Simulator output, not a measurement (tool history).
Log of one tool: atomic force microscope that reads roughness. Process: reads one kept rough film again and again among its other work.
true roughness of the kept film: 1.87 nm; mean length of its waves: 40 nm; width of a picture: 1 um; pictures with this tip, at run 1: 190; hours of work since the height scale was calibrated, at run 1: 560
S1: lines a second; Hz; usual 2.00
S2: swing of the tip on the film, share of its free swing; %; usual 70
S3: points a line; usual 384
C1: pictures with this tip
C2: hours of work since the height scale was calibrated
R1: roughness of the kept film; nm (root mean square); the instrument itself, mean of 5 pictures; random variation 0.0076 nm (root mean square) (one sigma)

Run 1, day 0.000: usual settings; C1 190; C2 560. Result: R1 1.501 nm (root mean square).
At day 1.162: new tip fitted.
Run 2, day 1.829: usual settings; C1 26; C2 585. Result: R1 1.576 nm (root mean square).
Run 3, day 3.329: usual settings but S2 79 %; C1 85; C2 605. Result: R1 1.428 nm (root mean square).
Run 4, day 5.250: usual settings but S2 79 %; C1 160; C2 632. Result: R1 1.411 nm (root mean square).
Run 5, day 6.825: usual settings but S2 79 %; C1 222; C2 653. Result: R1 1.379 nm (root mean square).
At day 7.021: new tip fitted.
At day 7.062: height scale calibrated on a step standard.
Run 6, day 8.571: usual settings; C1 59; C2 21. Result: R1 1.549 nm (root mean square).
Run 7, day 9.971: usual settings but S2 77 %; C1 114; C2 40. Result: R1 1.443 nm (root mean square).
Run 8, day 11.792: usual settings but S2 77 %; C1 186; C2 65. Result: R1 1.420 nm (root mean square).
At day 13.008: new tip fitted.
Run 9, day 13.321: usual settings but S2 72 %; C1 12; C2 85. Result: R1 1.543 nm (root mean square).
At day 13.483: height scale calibrated on a step standard, once more.
Run 10, day 15.017: usual settings but S1 0.86 Hz, S2 72 %, S3 302; C1 77; C2 21. Result: R1 1.656 nm (root mean square).
Run 11, day 16.746: usual settings but S1 0.77 Hz, S2 88 %, S3 435; C1 145; C2 45. Result: R1 1.536 nm (root mean square).
Run 12, day 17.921: usual settings but S1 0.77 Hz, S2 63 %, S3 435; C1 192; C2 61. Result: R1 1.643 nm (root mean square).
At day 18.979: new tip fitted.
Run 13, day 19.125: usual settings but S1 0.77 Hz, S2 63 %, S3 435; C1 6; C2 77. Result: R1 1.748 nm (root mean square).
Run 14, day 20.717: usual settings but S1 2.74 Hz, S2 67 %, S3 440; C1 69; C2 99. Result: R1 1.542 nm (root mean square).
Run 15, day 21.888: usual settings but S1 2.05 Hz, S2 79 %, S3 366; C1 115; C2 115. Result: R1 1.439 nm (root mean square).
Run 16, day 23.325: usual settings but S1 2.05 Hz, S2 79 %, S3 366; C1 171; C2 134. Result: R1 1.398 nm (root mean square).
At day 24.929: new tip fitted.
Run 17, day 25.267: usual settings but S1 3.01 Hz; C1 13; C2 161. Result: R1 1.507 nm (root mean square).

3 ways to go on from here, each from the tool as it stands after run 17. What would each give?
Run A, day 26.121: usual settings but S1 0.66 Hz, S2 67 %; C1 46; C2 172. Result: R1 ?.
Run B, day 26.121: usual settings but S1 1.62 Hz, S3 575; C1 46; C2 172. Result: R1 ?.
Run C, day 26.121: usual settings but S2 75 %; C1 46; C2 172. Result: R1 ?.

run     R1
  A  1.714
  B  1.618
  C  1.511
Without the tool's hidden state the same runs would have given:
run     R1
  A  1.748
  B  1.650
  C  1.540
